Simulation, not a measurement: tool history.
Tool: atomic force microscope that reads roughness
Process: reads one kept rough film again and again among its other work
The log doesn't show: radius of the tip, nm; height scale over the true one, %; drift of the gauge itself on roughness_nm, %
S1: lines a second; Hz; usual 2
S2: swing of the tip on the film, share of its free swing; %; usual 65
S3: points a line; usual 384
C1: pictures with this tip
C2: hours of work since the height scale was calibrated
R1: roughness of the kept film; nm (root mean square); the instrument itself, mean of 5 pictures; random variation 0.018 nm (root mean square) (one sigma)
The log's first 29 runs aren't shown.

| run | hour | S1 | S2 | S3 | C1 | C2 | R1 |
|---|---|---|---|---|---|---|---|
| 30 | 307.2 | 0.63 | 89 | 384 | 17 | 448 | 4.285 |
| 31 | 317.7 | 0.63 | 89 | 384 | 26 | 453 | 4.185 |
| 32 | 329.6 | 2.49 | 61 | 384 | 37 | 459 | 4.126 |
| 33 | 339.6 | 2.41 | 80 | 515 | 47 | 464 | 3.892 |
| 34 | 351.9 | 2.41 | 80 | 515 | 58 | 470 | 3.856 |
|  | 361.1 | new tip fitted |
| 35 | 367.5 | 0.77 | 65 | 384 | 6 | 478 | 4.401 |
| 36 | 380.9 | 1.58 | 65 | 838 | 18 | 484 | 4.308 |
| 37 | 387.3 | 1.58 | 65 | 838 | 24 | 487 | 4.257 |
| 38 | 397 | 1.41 | 66 | 533 | 33 | 492 | 4.187 |
| 39 | 412 | 0.57 | 73 | 384 | 47 | 500 | 4.13 |
| 40 | 426.2 | 0.86 | 90 | 384 | 60 | 507 | 3.929 |
|  | 433.7 | new tip fitted |
| 41 | 440.9 | 0.57 | 71 | 328 | 7 | 514 | 4.4 |
| 42 | 454 | 1.43 | 78 | 416 | 19 | 520 | 4.216 |
| 43 | 466.9 | 1.06 | 55 | 472 | 30 | 527 | 4.252 |
| 44 | 481.6 | 2.99 | 84 | 384 | 44 | 534 | 3.796 |
| 45 | 495.5 | 2.89 | 65 | 375 | 57 | 541 | 3.945 |
| 46 | 502.8 | 1.34 | 67 | 893 | 63 | 545 | 4.005 |
|  | 506.3 | new tip fitted |
| 47 | 517.9 | 0.52 | 67 | 337 | 11 | 552 | 4.362 |
| 48 | 529.7 | 2 | 77 | 293 | 22 | 558 | 4.131 |
| 49 | 539.4 | 2.23 | 64 | 384 | 31 | 563 | 4.187 |
| 50 | 545.5 | 2.86 | 57 | 521 | 36 | 566 | 4.196 |
| 51 | 559.4 | 2 | 65 | 927 | 49 | 572 | 4.082 |
| 52 | 568.6 | 2 | 65 | 927 | 57 | 577 | 4.008 |
| 53 | 576.5 | 2 | 65 | 927 | 65 | 581 | 3.972 |

Forecast each of these 3 alternatives for the next run:
|  | 578.6 | new tip fitted |
| A | 585.5 | 2 | 55 | 384 | 6 | 585 | ? |
|  | 578.6 | new tip fitted |
| B | 585.5 | 0.53 | 87 | 265 | 6 | 585 | ? |
|  | 578.6 | new tip fitted |
| C | 585.5 | 2.17 | 72 | 927 | 6 | 585 | ? |

| run | R1 |
|---|---|
| A | 4.38 |
| B | 4.33 |
| C | 4.262 |
Without the tool's hidden state the same runs would have given:
| run | R1 |
|---|---|
| A | 4.473 |
| B | 4.421 |
| C | 4.353 |
